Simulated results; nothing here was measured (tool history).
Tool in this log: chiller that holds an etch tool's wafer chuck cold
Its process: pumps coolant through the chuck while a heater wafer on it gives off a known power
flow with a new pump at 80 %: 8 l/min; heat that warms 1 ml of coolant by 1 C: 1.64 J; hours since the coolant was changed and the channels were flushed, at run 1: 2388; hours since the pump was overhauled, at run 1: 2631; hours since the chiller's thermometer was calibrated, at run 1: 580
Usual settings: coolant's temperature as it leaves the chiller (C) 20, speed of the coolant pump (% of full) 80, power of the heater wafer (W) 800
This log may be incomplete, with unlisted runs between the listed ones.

run,hour,coolant's temperature as it leaves the chiller (C),speed of the coolant pump (% of full),power of the heater wafer (W),hours since the coolant was changed and the channels were flushed,hours since the pump was overhauled,hours since the chiller's thermometer was calibrated,chuck's temperature once it has settled (C),how much warmer the coolant comes back (C)
1,0,20,80,800,2388,2631,580,31.8,3.82
2,64.8,20,80,800,2453,2696,645,31.8,3.74
3,131.2,20,87,800,2519,2762,711,30.9,3.52
4,181.6,20,87,800,2570,2812,762,31.1,3.5
5,272.4,20,87,800,2661,2903,853,31.2,3.5
6,346.8,20,87,800,2735,2978,927,31.2,3.49
7,398.7,20,80,800,2787,3029,979,32,3.76
8,480.7,20,80,800,2869,3111,1061,32.2,3.81
9,573.4,20,80,800,2962,3204,1154,32.1,3.79
10,620,20,80,800,3008,3251,1200,32,3.9
11,697.5,20,80,800,3086,3328,1278,32,3.84
12,763.7,20,80,800,3152,3395,1344,32.1,3.75
# hour 784.4: coolant changed, channels flushed
13,825.5,20,80,800,41,3450,1400,31.5,3.83
14,904.1,20,82,800,120,3529,1478,31.1,3.77
15,962.1,20,80,658,178,3587,1536,29.4,3.18
16,1058.3,11,80,800,274,3683,1633,22.5,3.85
17,1123.3,11,80,800,339,3748,1697,22.6,3.84
18,1174,20,98,800,390,3799,1748,29.8,3.21
19,1233.4,13,94,762,449,3858,1808,22.6,3.08
# hour 1245.7: coolant pump overhauled
20,1323.5,13,94,762,534,78,1893,22.6,3.16
21,1435,10,97,1017,646,189,2004,22.7,4.09
22,1535.2,10,97,1017,746,289,2104,22.7,4.14
23,1605.4,10,97,1017,816,360,2175,22.7,4.09
24,1689.1,30,67,451,900,443,2258,37.9,2.65
25,1761.2,19,93,431,972,515,2330,25,1.81
26,1848.3,19,93,431,1059,603,2418,25,1.82
# hour 1863.2: coolant pump overhauled, once more
27,1935.7,19,93,431,1141,73,2500,24.5,1.68
28,2045.8,19,87,814,1251,183,2610,30,3.4
29,2157.6,25,66,486,1363,294,2722,33.4,2.68
30,2226.2,27,80,491,1432,363,2790,34.2,2.27
31,2328.6,20,78,609,1534,465,2893,29.1,2.89

Predict each of these 4 candidate next runs independently; none follows another, all start after run 31:
A,2384.9,20,80,536,1591,522,2949,?,?
B,2384.9,10,80,426,1591,522,2949,?,?
C,2384.9,14,83,789,1591,522,2949,?,?
D,2384.9,24,80,716,1591,522,2949,?,?

run,chuck's temperature once it has settled (C),how much warmer the coolant comes back (C)
A,27.9,2.52
B,16.6,1.99
C,25.2,3.5
D,34.4,3.26
Had the tool no hidden state, the same runs would have come out as:
run,chuck's temperature once it has settled (C),how much warmer the coolant comes back (C)
A,27.1,2.49
B,15.8,1.96
C,24.2,3.45
D,33.5,3.21

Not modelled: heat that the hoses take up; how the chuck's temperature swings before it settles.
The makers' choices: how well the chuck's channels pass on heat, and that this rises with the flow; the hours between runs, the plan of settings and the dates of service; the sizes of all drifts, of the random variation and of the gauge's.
